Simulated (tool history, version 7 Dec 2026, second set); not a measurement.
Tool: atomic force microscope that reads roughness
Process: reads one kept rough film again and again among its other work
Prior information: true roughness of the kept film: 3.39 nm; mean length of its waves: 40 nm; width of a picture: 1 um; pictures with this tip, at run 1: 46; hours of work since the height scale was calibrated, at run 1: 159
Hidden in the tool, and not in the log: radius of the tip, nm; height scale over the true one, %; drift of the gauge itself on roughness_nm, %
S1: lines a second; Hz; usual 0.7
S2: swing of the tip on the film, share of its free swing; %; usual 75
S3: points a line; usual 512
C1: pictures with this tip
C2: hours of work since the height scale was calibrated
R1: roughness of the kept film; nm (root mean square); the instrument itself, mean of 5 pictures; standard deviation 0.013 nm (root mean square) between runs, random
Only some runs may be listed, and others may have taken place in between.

run  hour     S1  S2   S3   C1   C2     R1
  1     0    0.7  75  512   46  159  2.965
  2   6.3    0.7  75  512   56  162  2.973
  3    13    0.7  75  560   66  165  2.958
  4  19.4    0.7  75  904   76  168  2.928
  5  25.3    0.7  75  904   85  171  2.921
  6    31    0.7  75  377   94  174  2.881
  7  38.5    0.7  75  377  105  177  2.863
  8  44.1  1.341  89  779  114  180  2.488

The next listed run, before its measurement:
  9  54.2  1.341  89  779  130  185   ?

R1: 2.474 nm (root mean square)
With no hidden state in the tool, this same run would have given R1 2.673 nm (root mean square).
